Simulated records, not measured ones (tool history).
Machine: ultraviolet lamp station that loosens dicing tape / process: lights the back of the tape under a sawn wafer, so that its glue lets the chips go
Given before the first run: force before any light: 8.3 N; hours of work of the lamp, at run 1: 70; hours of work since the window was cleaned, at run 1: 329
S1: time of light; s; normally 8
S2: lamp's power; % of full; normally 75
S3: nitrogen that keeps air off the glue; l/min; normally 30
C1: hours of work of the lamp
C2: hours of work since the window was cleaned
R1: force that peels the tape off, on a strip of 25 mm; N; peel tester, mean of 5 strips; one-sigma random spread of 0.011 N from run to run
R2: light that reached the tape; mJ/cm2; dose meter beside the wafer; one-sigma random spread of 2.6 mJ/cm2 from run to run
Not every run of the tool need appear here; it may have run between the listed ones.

run 1 day=0 | S1=8 S2=75 S3=30 | C1=70 C2=329 | R1=0.493 R2=331
-- day=1.612 window cleaned of glue's vapour
run 2 day=2.229 | S1=8 S2=75 S3=30 | C1=111 C2=12 | R1=0.498 R2=333
run 3 day=5.538 | S1=8 S2=75 S3=30 | C1=174 C2=74 | R1=0.491 R2=329
run 4 day=8.717 | S1=8 S2=75 S3=46 | C1=234 C2=134 | R1=0.403 R2=332
run 5 day=11.725 | S1=8 S2=75 S3=46 | C1=291 C2=191 | R1=0.402 R2=329
run 6 day=13.779 | S1=8 S2=75 S3=46 | C1=330 C2=230 | R1=0.41 R2=333
run 7 day=15.383 | S1=8 S2=75 S3=46 | C1=360 C2=260 | R1=0.417 R2=328
run 8 day=18.675 | S1=8 S2=63 S3=30 | C1=422 C2=322 | R1=0.705 R2=276
-- day=20.596 window cleaned of glue's vapour
run 9 day=21.175 | S1=8 S2=75 S3=30 | C1=469 C2=11 | R1=0.483 R2=334
run 10 day=22.846 | S1=8 S2=88 S3=30 | C1=501 C2=43 | R1=0.356 R2=387
run 11 day=25.425 | S1=8 S2=88 S3=30 | C1=549 C2=91 | R1=0.366 R2=389
run 12 day=27.571 | S1=8 S2=88 S3=30 | C1=590 C2=132 | R1=0.362 R2=388
run 13 day=30.138 | S1=8 S2=88 S3=30 | C1=638 C2=180 | R1=0.34 R2=389
-- day=31.212 lamp changed
run 14 day=32.325 | S1=8 S2=88 S3=30 | C1=21 C2=221 | R1=0.357 R2=390
run 15 day=34.996 | S1=8 S2=75 S3=12 | C1=72 C2=271 | R1=0.859 R2=332
run 16 day=37.438 | S1=8 S2=75 S3=12 | C1=118 C2=318 | R1=0.868 R2=334
-- day=39.5 window cleaned of glue's vapour
run 17 day=39.892 | S1=8 S2=75 S3=12 | C1=164 C2=7 | R1=0.865 R2=334
run 18 day=43.3 | S1=8 S2=75 S3=30 | C1=228 C2=72 | R1=0.505 R2=329
run 19 day=45.796 | S1=8 S2=75 S3=30 | C1=275 C2=119 | R1=0.496 R2=334
run 20 day=48.933 | S1=8 S2=75 S3=30 | C1=334 C2=178 | R1=0.494 R2=332
run 21 day=52.221 | S1=8 S2=78 S3=30 | C1=397 C2=240 | R1=0.454 R2=342
run 22 day=55.175 | S1=8 S2=78 S3=30 | C1=452 C2=296 | R1=0.436 R2=343
run 23 day=57.671 | S1=9 S2=90 S3=11 | C1=500 C2=343 | R1=0.511 R2=446
-- day=58.488 window cleaned of glue's vapour
run 24 day=59.088 | S1=12 S2=62 S3=10 | C1=526 C2=11 | R1=0.608 R2=413
run 25 day=60.804 | S1=12 S2=62 S3=10 | C1=558 C2=44 | R1=0.607 R2=409
run 26 day=62.6 | S1=10 S2=84 S3=11 | C1=592 C2=78 | R1=0.462 R2=468
run 27 day=65.762 | S1=6 S2=97 S3=30 | C1=652 C2=137 | R1=0.535 R2=321
-- day=66.167 lamp changed
run 28 day=67.917 | S1=6 S2=97 S3=30 | C1=33 C2=177 | R1=0.55 R2=322
run 29 day=69.421 | S1=5 S2=83 S3=60 | C1=61 C2=206 | R1=0.775 R2=230
run 30 day=72.146 | S1=7 S2=76 S3=30 | C1=113 C2=257 | R1=0.639 R2=299
run 31 day=74.908 | S1=8 S2=84 S3=49 | C1=165 C2=310 | R1=0.313 R2=372
-- day=77.592 window cleaned of glue's vapour
run 32 day=77.888 | S1=14 S2=88 S3=30 | C1=221 C2=6 | R1=0.18 R2=677
run 33 day=80.246 | S1=6 S2=89 S3=31 | C1=266 C2=50 | R1=0.623 R2=294
run 34 day=81.812 | S1=8 S2=83 S3=12 | C1=295 C2=80 | R1=0.701 R2=368
run 35 day=84.888 | S1=8 S2=83 S3=12 | C1=353 C2=138 | R1=0.708 R2=364
run 36 day=87.192 | S1=12 S2=77 S3=12 | C1=397 C2=181 | R1=0.352 R2=511
run 37 day=88.633 | S1=8 S2=75 S3=26 | C1=424 C2=209 | R1=0.531 R2=334
run 38 day=91.292 | S1=8 S2=80 S3=45 | C1=474 C2=259 | R1=0.359 R2=356
run 39 day=93.396 | S1=8 S2=80 S3=45 | C1=514 C2=299 | R1=0.36 R2=348
run 40 day=95.742 | S1=12 S2=69 S3=18 | C1=559 C2=343 | R1=0.349 R2=455
-- day=96.475 window cleaned of glue's vapour
run 41 day=97.567 | S1=8 S2=69 S3=59 | C1=593 C2=21 | R1=0.445 R2=306
run 42 day=99.279 | S1=8 S2=69 S3=59 | C1=625 C2=53 | R1=0.428 R2=300
-- day=101.058 lamp changed
run 43 day=102.329 | S1=8 S2=76 S3=44 | C1=24 C2=110 | R1=0.398 R2=334

4 options for the next run, each taken on its own from the tool as it stands now. Forecast them:
run A day=105.733 | S1=12 S2=73 S3=30 | C1=88 C2=174 | R1=? R2=?
run B day=105.733 | S1=8 S2=76 S3=24 | C1=88 C2=174 | R1=? R2=?
run C day=105.733 | S1=8 S2=95 S3=17 | C1=88 C2=174 | R1=? R2=?
run D day=105.733 | S1=8 S2=76 S3=48 | C1=88 C2=174 | R1=? R2=?

run=A R1=0.249 R2=483
run=B R1=0.535 R2=335
run=C R1=0.418 R2=423
run=D R1=0.396 R2=337
Had the tool no hidden state, the same runs would have come out as:
run=A R1=0.249 R2=484
run=B R1=0.535 R2=335
run=C R1=0.417 R2=423
run=D R1=0.396 R2=338

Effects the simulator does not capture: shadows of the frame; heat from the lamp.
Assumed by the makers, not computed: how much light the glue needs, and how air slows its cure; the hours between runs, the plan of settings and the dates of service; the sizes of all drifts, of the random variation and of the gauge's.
